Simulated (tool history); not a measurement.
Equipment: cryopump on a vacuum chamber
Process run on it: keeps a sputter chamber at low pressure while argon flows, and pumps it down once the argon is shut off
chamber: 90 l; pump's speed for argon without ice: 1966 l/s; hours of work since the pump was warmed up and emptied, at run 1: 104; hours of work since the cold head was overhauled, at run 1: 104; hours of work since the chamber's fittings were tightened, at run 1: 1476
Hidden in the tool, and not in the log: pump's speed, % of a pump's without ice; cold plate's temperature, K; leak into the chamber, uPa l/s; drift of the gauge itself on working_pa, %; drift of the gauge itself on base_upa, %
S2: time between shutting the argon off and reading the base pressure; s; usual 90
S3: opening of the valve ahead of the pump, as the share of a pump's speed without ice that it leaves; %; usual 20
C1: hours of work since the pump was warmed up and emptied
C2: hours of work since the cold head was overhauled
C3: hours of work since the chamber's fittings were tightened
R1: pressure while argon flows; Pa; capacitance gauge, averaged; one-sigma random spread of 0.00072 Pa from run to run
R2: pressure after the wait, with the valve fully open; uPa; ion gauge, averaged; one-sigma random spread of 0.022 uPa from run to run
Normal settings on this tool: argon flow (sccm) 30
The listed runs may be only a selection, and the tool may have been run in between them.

{"run": 1, "hour": 0.0, "argon flow (sccm)": 30, "S2": 90, "S3": 20, "C1": 104, "C2": 104, "C3": 1476, "R1": 0.1303, "R2": 1.1}
{"run": 2, "hour": 69.2, "argon flow (sccm)": 30, "S2": 90, "S3": 20, "C1": 165, "C2": 165, "C3": 1537, "R1": 0.1304, "R2": 1.1}
{"run": 3, "hour": 141.9, "argon flow (sccm)": 30, "S2": 90, "S3": 20, "C1": 229, "C2": 229, "C3": 1601, "R1": 0.1312, "R2": 1.15}
{"run": 4, "hour": 207.6, "argon flow (sccm)": 17, "S2": 90, "S3": 20, "C1": 287, "C2": 287, "C3": 1659, "R1": 0.0747, "R2": 1.16}
{"run": 5, "hour": 306.5, "argon flow (sccm)": 17, "S2": 90, "S3": 20, "C1": 374, "C2": 374, "C3": 1747, "R1": 0.0755, "R2": 1.27}
{"run": 6, "hour": 417.1, "argon flow (sccm)": 30, "S2": 90, "S3": 16, "C1": 472, "C2": 472, "C3": 1844, "R1": 0.1673, "R2": 1.24}
{"run": 7, "hour": 477.0, "argon flow (sccm)": 27, "S2": 90, "S3": 16, "C1": 525, "C2": 525, "C3": 1897, "R1": 0.1528, "R2": 1.37}
{"run": 8, "hour": 540.7, "argon flow (sccm)": 27, "S2": 90, "S3": 16, "C1": 581, "C2": 581, "C3": 1954, "R1": 0.1528, "R2": 1.39}
{"run": 9, "hour": 605.4, "argon flow (sccm)": 27, "S2": 90, "S3": 16, "C1": 639, "C2": 639, "C3": 2011, "R1": 0.1542, "R2": 1.44}
{"hour": 618.6, "done": "pump warmed up, emptied and cooled again"}
{"run": 10, "hour": 714.0, "argon flow (sccm)": 52, "S2": 90, "S3": 20, "C1": 84, "C2": 730, "C3": 2102, "R1": 0.2262, "R2": 1.19}
{"run": 11, "hour": 780.3, "argon flow (sccm)": 52, "S2": 90, "S3": 20, "C1": 143, "C2": 789, "C3": 2161, "R1": 0.2301, "R2": 1.24}
{"run": 12, "hour": 840.3, "argon flow (sccm)": 52, "S2": 90, "S3": 20, "C1": 196, "C2": 842, "C3": 2214, "R1": 0.228, "R2": 1.35}
{"run": 13, "hour": 908.9, "argon flow (sccm)": 37, "S2": 97, "S3": 49, "C1": 257, "C2": 902, "C3": 2275, "R1": 0.0697, "R2": 1.33}
{"run": 14, "hour": 1025.5, "argon flow (sccm)": 39, "S2": 90, "S3": 31, "C1": 360, "C2": 1005, "C3": 2378, "R1": 0.1153, "R2": 1.46}
{"run": 15, "hour": 1144.2, "argon flow (sccm)": 41, "S2": 113, "S3": 31, "C1": 465, "C2": 1110, "C3": 2483, "R1": 0.1231, "R2": 1.44}
{"run": 16, "hour": 1217.2, "argon flow (sccm)": 60, "S2": 125, "S3": 20, "C1": 529, "C2": 1175, "C3": 2547, "R1": 0.2739, "R2": 1.43}
{"run": 17, "hour": 1308.2, "argon flow (sccm)": 60, "S2": 125, "S3": 20, "C1": 610, "C2": 1255, "C3": 2628, "R1": 0.275, "R2": 1.57}
{"hour": 1358.2, "done": "pump warmed up, emptied and cooled again"}
{"run": 18, "hour": 1408.3, "argon flow (sccm)": 47, "S2": 36, "S3": 26, "C1": 44, "C2": 1339, "C3": 2712, "R1": 0.1578, "R2": 2.2}
{"hour": 1469.6, "done": "leaking fittings of the chamber tightened, without venting"}
{"run": 19, "hour": 1538.5, "argon flow (sccm)": 47, "S2": 36, "S3": 26, "C1": 158, "C2": 1453, "C3": 61, "R1": 0.1583, "R2": 1.46}
{"run": 20, "hour": 1617.8, "argon flow (sccm)": 19, "S2": 146, "S3": 26, "C1": 228, "C2": 1523, "C3": 131, "R1": 0.0648, "R2": 0.55}
{"run": 21, "hour": 1710.0, "argon flow (sccm)": 19, "S2": 146, "S3": 26, "C1": 309, "C2": 1604, "C3": 212, "R1": 0.0644, "R2": 0.56}

Alternative continuations, all from the tool just after run 21; predict every row:
{"run": "A", "hour": 1836.5, "argon flow (sccm)": 30, "S2": 90, "S3": 55, "C1": 421, "C2": 1716, "C3": 324, "R1": "?", "R2": "?"}
{"run": "B", "hour": 1836.5, "argon flow (sccm)": 30, "S2": 22, "S3": 20, "C1": 421, "C2": 1716, "C3": 324, "R1": "?", "R2": "?"}
{"run": "C", "hour": 1836.5, "argon flow (sccm)": 21, "S2": 146, "S3": 26, "C1": 421, "C2": 1716, "C3": 324, "R1": "?", "R2": "?"}
{"run": "D", "hour": 1836.5, "argon flow (sccm)": 58, "S2": 63, "S3": 16, "C1": 421, "C2": 1716, "C3": 324, "R1": "?", "R2": "?"}
{"run": "E", "hour": 1836.5, "argon flow (sccm)": 30, "S2": 129, "S3": 52, "C1": 421, "C2": 1716, "C3": 324, "R1": "?", "R2": "?"}

run=A R1=0.0530 R2=0.80
run=B R1=0.1355 R2=2.35
run=C R1=0.0740 R2=0.58
run=D R1=0.3247 R2=1.04
run=E R1=0.0562 R2=0.66
Had the tool no hidden state, the same runs would have come out as:
run=A R1=0.0468 R2=0.64
run=B R1=0.1294 R2=2.18
run=C R1=0.0697 R2=0.42
run=D R1=0.3127 R2=0.87
run=E R1=0.0500 R2=0.49
